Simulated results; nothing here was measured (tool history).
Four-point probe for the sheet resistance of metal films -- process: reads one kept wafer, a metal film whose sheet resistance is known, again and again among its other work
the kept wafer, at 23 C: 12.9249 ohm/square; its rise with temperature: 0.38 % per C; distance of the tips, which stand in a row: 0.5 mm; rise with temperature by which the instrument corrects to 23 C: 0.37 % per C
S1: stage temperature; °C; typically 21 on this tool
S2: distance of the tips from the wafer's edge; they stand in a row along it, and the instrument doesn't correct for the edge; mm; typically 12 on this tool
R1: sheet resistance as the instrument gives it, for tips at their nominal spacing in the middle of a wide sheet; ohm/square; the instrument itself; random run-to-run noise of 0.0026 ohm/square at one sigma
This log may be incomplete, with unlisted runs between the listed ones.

run 1 day=0.000 | S1=21 S2=12 | R1=12.902733
run 2 day=1.383 | S1=19 S2=12 | R1=12.901607
run 3 day=3.892 | S1=19 S2=12 | R1=12.900148
run 4 day=5.454 | S1=21 S2=12 | R1=12.909191
run 5 day=7.512 | S1=21 S2=12 | R1=12.905897
run 6 day=10.262 | S1=21 S2=12 | R1=12.910013
run 7 day=12.958 | S1=21 S2=12 | R1=12.909080
run 8 day=14.200 | S1=21 S2=12 | R1=12.911990
run 9 day=17.000 | S1=21 S2=12 | R1=12.913906
run 10 day=19.821 | S1=26 S2=12 | R1=12.914465
run 11 day=21.458 | S1=26 S2=12 | R1=12.914394
run 12 day=23.329 | S1=34 S2=36 | R1=12.913347
run 13 day=25.625 | S1=25 S2=8 | R1=12.930468
run 14 day=28.021 | S1=25 S2=8 | R1=12.927788
run 15 day=29.612 | S1=18 S2=12 | R1=12.915740
run 16 day=30.954 | S1=28 S2=5 | R1=12.971810
run 17 day=32.625 | S1=28 S2=5 | R1=12.972513
run 18 day=34.092 | S1=28 S2=5 | R1=12.973286
run 19 day=36.038 | S1=28 S2=20 | R1=12.915605
run 20 day=37.450 | S1=28 S2=6 | R1=12.963312

Branching from run 20: 3 alternative next runs. What would each branch give?
run A day=38.754 | S1=21 S2=7 | R1=?
run B day=38.754 | S1=28 S2=30 | R1=?
run C day=38.754 | S1=28 S2=6 | R1=?

run=A R1=12.946665
run=B R1=12.912344
run=C R1=12.955607
Stripped of hidden state, with their random variation kept, the same runs would have yielded:
run=A R1=12.963726
run=B R1=12.928490
run=C R1=12.971811
